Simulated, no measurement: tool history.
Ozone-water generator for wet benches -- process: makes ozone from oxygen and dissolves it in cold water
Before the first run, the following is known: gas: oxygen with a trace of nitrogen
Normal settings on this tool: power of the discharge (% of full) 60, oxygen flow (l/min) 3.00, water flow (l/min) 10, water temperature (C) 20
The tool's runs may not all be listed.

run    hour  power of the discharge (% of full)  oxygen flow (l/min)  water flow (l/min)  water temperature (C)  dissolved ozone (ppm)  ozone in the gas ahead of the water (g/m3)
  1     0.0                                  60                 3.00                  10                     20                   26.5                                       219.0
  2    37.7                                  60                 3.00                  10                     20                   26.2                                       221.3
  3    99.5                                  60                 3.00                  10                     20                   26.2                                       218.4
  4   167.3                                  59                 3.00                  10                     20                   25.6                                       216.3
  5   228.8                                  91                 3.00                  10                     20                   37.8                                       314.7
  6   274.0                                  60                 3.00                  10                     23                   24.8                                       219.0
  7   338.3                                  60                 3.00                  10                     23                   24.9                                       218.2
  8   396.0                                  60                 3.00                  10                     23                   25.0                                       222.1
  9   463.9                                  60                 1.62                  10                     20                   22.4                                       269.7
 10   527.8                                  60                 1.62                  10                     20                   22.1                                       268.3
 11   598.7                                  60                 3.00                   8                     20                   29.7                                       217.9
 12   651.3                                  60                 3.00                   8                     20                   29.9                                       220.1
 13   725.5                                  60                 3.00                  10                     20                   26.2                                       221.8
 14   758.5                                  60                 3.00                  10                     20                   26.2                                       220.5
 15   824.8                                  60                 3.00                  10                     20                   26.2                                       218.6
 16   899.8                                  60                 3.00                  10                     20                   26.1                                       218.7
 17   940.2                                  60                 3.00                  14                     20                   20.7                                       217.7
 18   997.9                                  60                 3.00                  14                     20                   20.8                                       219.2
 19  1070.2                                  60                 2.58                   6                     20                   34.6                                       231.2
 20  1146.4                                  96                 5.06                  14                     20                   34.8                                       280.9
 21  1223.9                                  62                 3.47                  10                     19                   28.1                                       217.8
 22  1278.6                                  60                 5.06                  10                     20                   28.1                                       186.2
 23  1347.7                                  60                 5.06                  10                     20                   27.6                                       186.9
 24  1406.1                                  60                 3.51                  10                     19                   26.9                                       209.3
 25  1439.6                                  60                 3.00                  10                     21                   26.1                                       219.1
 26  1504.4                                  90                 3.00                  10                     20                   37.7                                       308.9
 27  1560.8                                  65                 2.10                   8                     23                   28.9                                       265.8
 28  1634.9                                  48                 3.00                  10                     13                   24.1                                       182.6
 29  1670.9                                  48                 3.00                  10                     13                   24.0                                       179.2
 30  1742.0                                  60                 3.00                   8                     20                   29.8                                       219.3
 31  1811.2                                  83                 5.36                   6                     20                   46.5                                       244.0
 32  1857.5                                  83                 2.83                   6                     26                   40.9                                       293.8
 33  1892.5                                  83                 2.83                   6                     26                   40.6                                       295.2

Not shown: 2 entries that the log had between the listed runs. Between which runs, and how does the tool's hidden state differ before and after?
From run 14 to run 15: contactor cleaned (hour 817.6)
  no difference in the tool's unlogged condition between these two runs
From run 30 to run 31: water thermometer calibrated (hour 1789.8)
  no difference in the tool's unlogged condition between these two runs
